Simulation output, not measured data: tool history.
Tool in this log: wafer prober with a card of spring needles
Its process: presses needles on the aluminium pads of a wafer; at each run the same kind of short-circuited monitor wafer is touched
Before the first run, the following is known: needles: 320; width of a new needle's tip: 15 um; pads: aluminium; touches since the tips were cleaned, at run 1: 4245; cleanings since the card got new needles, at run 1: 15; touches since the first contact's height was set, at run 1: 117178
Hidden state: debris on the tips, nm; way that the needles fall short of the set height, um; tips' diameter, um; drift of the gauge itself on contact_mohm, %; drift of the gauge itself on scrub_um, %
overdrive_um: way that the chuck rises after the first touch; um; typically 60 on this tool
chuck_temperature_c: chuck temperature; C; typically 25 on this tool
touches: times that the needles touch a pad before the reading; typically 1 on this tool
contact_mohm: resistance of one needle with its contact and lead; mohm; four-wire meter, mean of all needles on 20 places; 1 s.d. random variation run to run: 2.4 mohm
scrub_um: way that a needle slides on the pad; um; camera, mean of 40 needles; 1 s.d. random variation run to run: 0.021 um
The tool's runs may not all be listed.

| run | hour | overdrive_um | chuck_temperature_c | touches | touches since the tips were cleaned | cleanings since the card got new needles | touches since the first contact's height was set | contact_mohm | scrub_um |
|---|---|---|---|---|---|---|---|---|---|
| 1 | 0 | 60 | 25 | 1 | 4245 | 15 | 117178 | 341 | 8.57 |
|  | 5.1 | tips cleaned on abrasive film |
| 2 | 12.2 | 60 | 25 | 1 | 3309 | 16 | 122776 | 327 | 8.53 |
|  | 18.4 | tips cleaned on abrasive film |
| 3 | 19.4 | 60 | 25 | 1 | 426 | 17 | 126017 | 285 | 8.52 |
| 4 | 27.1 | 60 | 25 | 1 | 4017 | 17 | 129608 | 337 | 8.52 |
|  | 31.8 | tips cleaned on abrasive film |
| 5 | 37.8 | 60 | 25 | 1 | 2769 | 18 | 134493 | 328 | 8.5 |
|  | 45.5 | tips cleaned on abrasive film |
| 6 | 48.1 | 60 | 25 | 1 | 1222 | 19 | 139187 | 298 | 8.5 |
| 7 | 54.6 | 60 | 25 | 1 | 4223 | 19 | 142188 | 339 | 8.49 |
|  | 59.3 | tips cleaned on abrasive film |
| 8 | 62.7 | 60 | 25 | 1 | 1598 | 20 | 145886 | 310 | 8.46 |
|  | 73.2 | tips cleaned on abrasive film |
| 9 | 73.2 | 60 | 25 | 1 | 0 | 21 | 150655 | 275 | 8.48 |
| 10 | 83.9 | 60 | 62 | 1 | 4967 | 21 | 155622 | 353 | 8.44 |
|  | 87 | tips cleaned on abrasive film |
| 11 | 95.7 | 60 | 62 | 1 | 4014 | 22 | 160977 | 349 | 8.45 |
|  | 100.3 | tips cleaned on abrasive film |
| 12 | 108.2 | 60 | 25 | 1 | 3637 | 23 | 166716 | 342 | 8.44 |
|  | 113.8 | tips cleaned on abrasive film |
| 13 | 118.2 | 60 | 25 | 1 | 2023 | 24 | 171270 | 319 | 8.41 |
| 14 | 123.5 | 60 | 25 | 1 | 4468 | 24 | 173715 | 339 | 8.41 |
|  | 127.6 | tips cleaned on abrasive film |
| 15 | 132.9 | 60 | 25 | 1 | 2442 | 25 | 178009 | 323 | 8.42 |
|  | 142 | tips cleaned on abrasive film |
| 16 | 142.8 | 60 | 25 | 1 | 346 | 26 | 182527 | 285 | 8.37 |
| 17 | 148.8 | 60 | 25 | 1 | 3104 | 26 | 185285 | 332 | 8.37 |
|  | 155.5 | tips cleaned on abrasive film |
|  | 156.5 | height of the first contact set anew |
| 18 | 158.6 | 60 | 25 | 1 | 1281 | 27 | 953 | 304 | 8.8 |
| 19 | 164.1 | 60 | 25 | 1 | 3816 | 27 | 3488 | 331 | 8.8 |
|  | 169.1 | tips cleaned on abrasive film |
| 20 | 173.1 | 66 | 60 | 2 | 1873 | 28 | 7628 | 305 | 9.65 |
| 21 | 181.9 | 66 | 60 | 2 | 5941 | 28 | 11696 | 315 | 9.65 |
|  | 183 | tips cleaned on abrasive film |
| 22 | 190.2 | 47 | 25 | 1 | 3338 | 29 | 15452 | 366 | 6.85 |
|  | 197.1 | tips cleaned on abrasive film |
| 23 | 201.5 | 47 | 25 | 1 | 2040 | 30 | 20621 | 342 | 6.85 |
|  | 211.1 | tips cleaned on abrasive film |
| 24 | 213.6 | 60 | 31 | 1 | 1174 | 31 | 26169 | 304 | 8.75 |
| 25 | 221.6 | 58 | 104 | 2 | 4840 | 31 | 29835 | 338 | 8.42 |
|  | 224.6 | tips cleaned on abrasive film |
| 26 | 232.5 | 52 | 101 | 3 | 3682 | 32 | 34852 | 325 | 7.5 |
|  | 238.3 | tips cleaned on abrasive film |
| 27 | 242.3 | 71 | 50 | 1 | 1854 | 33 | 39311 | 309 | 10.27 |
| 28 | 248.7 | 71 | 50 | 1 | 4778 | 33 | 42235 | 332 | 10.3 |
|  | 251.6 | tips cleaned on abrasive film |
| 29 | 259.6 | 63 | 98 | 2 | 3653 | 34 | 47223 | 323 | 9.09 |
|  | 265.4 | tips cleaned on abrasive film |
| 30 | 269.2 | 52 | 25 | 2 | 1725 | 35 | 51605 | 308 | 7.5 |
|  | 279.2 | tips cleaned on abrasive film |
| 31 | 280.2 | 41 | 25 | 1 | 459 | 36 | 56666 | 306 | 5.85 |
| 32 | 291.5 | 65 | 68 | 2 | 5662 | 36 | 61869 | 326 | 9.37 |
|  | 292.6 | tips cleaned on abrasive film |
| 33 | 297.2 | 60 | 25 | 1 | 2119 | 37 | 64446 | 324 | 8.62 |
| 34 | 302.8 | 60 | 63 | 1 | 4693 | 37 | 67020 | 353 | 8.62 |

Each row is a separate what-if for the run after 34, all from the same tool condition, not one after another. Results?
|  | 306.2 | tips cleaned on abrasive film |
| A | 308.9 | 60 | 50 | 1 | 1269 | 38 | 69797 | ? | ? |
|  | 306.2 | tips cleaned on abrasive film |
| B | 308.9 | 60 | 29 | 2 | 1269 | 38 | 69797 | ? | ? |
|  | 306.2 | tips cleaned on abrasive film |
| C | 308.9 | 60 | 26 | 1 | 1269 | 38 | 69797 | ? | ? |

| run | contact_mohm | scrub_um |
|---|---|---|
| A | 318 | 8.59 |
| B | 295 | 8.6 |
| C | 313 | 8.6 |
With the hidden condition removed and each run's random variation left untouched, the same runs would have given:
| run | contact_mohm | scrub_um |
|---|---|---|
| A | 281 | 8.79 |
| B | 271 | 8.8 |
| C | 274 | 8.8 |

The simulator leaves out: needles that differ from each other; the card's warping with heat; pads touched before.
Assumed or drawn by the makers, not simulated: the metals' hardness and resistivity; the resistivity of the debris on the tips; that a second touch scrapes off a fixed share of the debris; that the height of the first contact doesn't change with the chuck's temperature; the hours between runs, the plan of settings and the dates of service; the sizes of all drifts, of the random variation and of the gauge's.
